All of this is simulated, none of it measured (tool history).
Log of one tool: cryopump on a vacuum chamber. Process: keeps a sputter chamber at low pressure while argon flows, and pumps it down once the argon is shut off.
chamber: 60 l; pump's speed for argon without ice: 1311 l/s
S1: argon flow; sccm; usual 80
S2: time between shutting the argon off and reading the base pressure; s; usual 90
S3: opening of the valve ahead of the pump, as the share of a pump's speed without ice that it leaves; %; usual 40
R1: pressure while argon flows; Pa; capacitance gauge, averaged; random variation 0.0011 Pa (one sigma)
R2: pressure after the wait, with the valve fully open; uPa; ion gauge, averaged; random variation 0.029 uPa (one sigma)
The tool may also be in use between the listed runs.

{"run": 1, "day": 0.0, "S1": 80, "S2": 90, "S3": 40, "R1": 0.2744, "R2": 4.33}
{"run": 2, "day": 0.888, "S1": 80, "S2": 90, "S3": 40, "R1": 0.2761, "R2": 1.43}
{"run": 3, "day": 1.804, "S1": 80, "S2": 90, "S3": 40, "R1": 0.2773, "R2": 1.52}
{"run": 4, "day": 2.738, "S1": 80, "S2": 90, "S3": 40, "R1": 0.2774, "R2": 1.47}
{"run": 5, "day": 3.5, "S1": 80, "S2": 90, "S3": 40, "R1": 0.2785, "R2": 1.56}
{"run": 6, "day": 5.008, "S1": 80, "S2": 90, "S3": 56, "R1": 0.205, "R2": 1.53}
{"run": 7, "day": 5.788, "S1": 80, "S2": 90, "S3": 56, "R1": 0.2052, "R2": 1.59}
{"run": 8, "day": 6.942, "S1": 80, "S2": 90, "S3": 56, "R1": 0.2071, "R2": 1.68}
{"run": 9, "day": 8.475, "S1": 80, "S2": 90, "S3": 56, "R1": 0.2088, "R2": 1.67}
{"run": 10, "day": 10.046, "S1": 80, "S2": 90, "S3": 56, "R1": 0.2103, "R2": 1.82}
{"run": 11, "day": 11.638, "S1": 80, "S2": 90, "S3": 56, "R1": 0.2125, "R2": 1.8}
{"run": 12, "day": 12.421, "S1": 80, "S2": 90, "S3": 56, "R1": 0.2127, "R2": 1.96}
{"run": 13, "day": 13.621, "S1": 80, "S2": 90, "S3": 56, "R1": 0.2158, "R2": 2.0}
{"run": 14, "day": 14.429, "S1": 80, "S2": 90, "S3": 56, "R1": 0.2137, "R2": 1.97}
{"run": 15, "day": 15.833, "S1": 80, "S2": 90, "S3": 40, "R1": 0.2598, "R2": 1.87}
{"run": 16, "day": 17.271, "S1": 80, "S2": 90, "S3": 40, "R1": 0.2608, "R2": 1.86}
{"run": 17, "day": 18.421, "S1": 80, "S2": 90, "S3": 40, "R1": 0.263, "R2": 1.95}
{"run": 18, "day": 20.133, "S1": 80, "S2": 32, "S3": 55, "R1": 0.1926, "R2": 3.95}
{"run": 19, "day": 21.133, "S1": 80, "S2": 32, "S3": 55, "R1": 0.1936, "R2": 4.1}
{"run": 20, "day": 22.004, "S1": 59, "S2": 32, "S3": 41, "R1": 0.1906, "R2": 4.06}
{"run": 21, "day": 23.583, "S1": 80, "S2": 84, "S3": 17, "R1": 0.6155, "R2": 2.12}
{"run": 22, "day": 24.45, "S1": 146, "S2": 275, "S3": 16, "R1": 1.1988, "R2": 1.38}
{"run": 23, "day": 25.458, "S1": 159, "S2": 23, "S3": 20, "R1": 1.0414, "R2": 5.42}
{"run": 24, "day": 26.546, "S1": 133, "S2": 299, "S3": 44, "R1": 0.4086, "R2": 1.4}
{"run": 25, "day": 28.146, "S1": 42, "S2": 90, "S3": 40, "R1": 0.1416, "R2": 2.24}
{"run": 26, "day": 29.621, "S1": 42, "S2": 51, "S3": 40, "R1": 0.1424, "R2": 3.2}
{"run": 27, "day": 31.154, "S1": 89, "S2": 90, "S3": 28, "R1": 0.4283, "R2": 2.32}
{"run": 28, "day": 32.458, "S1": 89, "S2": 90, "S3": 28, "R1": 0.4308, "R2": 2.39}
{"run": 29, "day": 33.5, "S1": 37, "S2": 272, "S3": 17, "R1": 0.2897, "R2": 1.67}
{"run": 30, "day": 35.146, "S1": 81, "S2": 112, "S3": 25, "R1": 0.4377, "R2": 2.29}
{"run": 31, "day": 36.433, "S1": 56, "S2": 113, "S3": 26, "R1": 0.2928, "R2": 2.36}
{"run": 32, "day": 37.525, "S1": 68, "S2": 107, "S3": 20, "R1": 0.4592, "R2": 2.38}
{"run": 33, "day": 38.9, "S1": 80, "S2": 57, "S3": 49, "R1": 0.2349, "R2": 3.36}

Taken out of this log: 2 entries between the listed runs. Where each belongs, and how the hidden state differs across it:
Between runs 1 and 2: leaking fittings of the chamber tightened, without venting (day 0.729)
  pump's speed, % of a pump's without ice: 87.9 -> 87.4; cold plate's temperature, K: 12.77 -> 12.78; leak into the chamber, uPa l/s: 3624 -> 357
  measured less the result without the state, R1: +0.0161 -> +0.0168 Pa; R2: +2.98 -> +0.09 uPa
Between runs 14 and 15: pump warmed up, emptied and cooled again (day 15.633)
  pump's speed, % of a pump's without ice: 78.2 -> 99.4; cold plate's temperature, K: 12.97 -> 12.98; leak into the chamber, uPa l/s: 825 -> 863
  measured less the result without the state, R1: +0.0311 -> +0.0026 Pa; R2: +0.59 -> +0.46 uPa

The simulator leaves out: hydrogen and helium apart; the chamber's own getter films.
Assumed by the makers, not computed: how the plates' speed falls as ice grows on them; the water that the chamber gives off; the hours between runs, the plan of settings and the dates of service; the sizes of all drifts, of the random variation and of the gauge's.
